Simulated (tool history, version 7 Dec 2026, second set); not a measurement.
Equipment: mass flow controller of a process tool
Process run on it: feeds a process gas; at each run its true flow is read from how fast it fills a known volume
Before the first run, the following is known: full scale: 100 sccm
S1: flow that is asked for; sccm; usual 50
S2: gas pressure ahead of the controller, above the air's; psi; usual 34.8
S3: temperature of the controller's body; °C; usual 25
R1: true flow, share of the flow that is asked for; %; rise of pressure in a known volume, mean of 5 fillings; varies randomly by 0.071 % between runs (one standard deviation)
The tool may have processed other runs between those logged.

run,day,S1,S2,S3,R1
1,0,50,34.8,25,99.52
2,6.204,50,34.8,25,99.29
3,9.375,46,34.8,25,99.33
4,13.479,46,38.9,25,99.1
5,19.929,60,38.9,25,98.91
6,25.254,50,34.8,25,98.99
7,28.65,93,34.8,21,99.21
8,31.604,11,21.5,35,98.43
9,36.233,11,21.5,35,98.37
10,39.521,38,27,27,98.55

Run 11 comes next. What will it give?
11,46.071,99,22,33,?

R1: 98.63 %
Minus the tool's unlogged condition, the same run would have read R1 99.76 %.
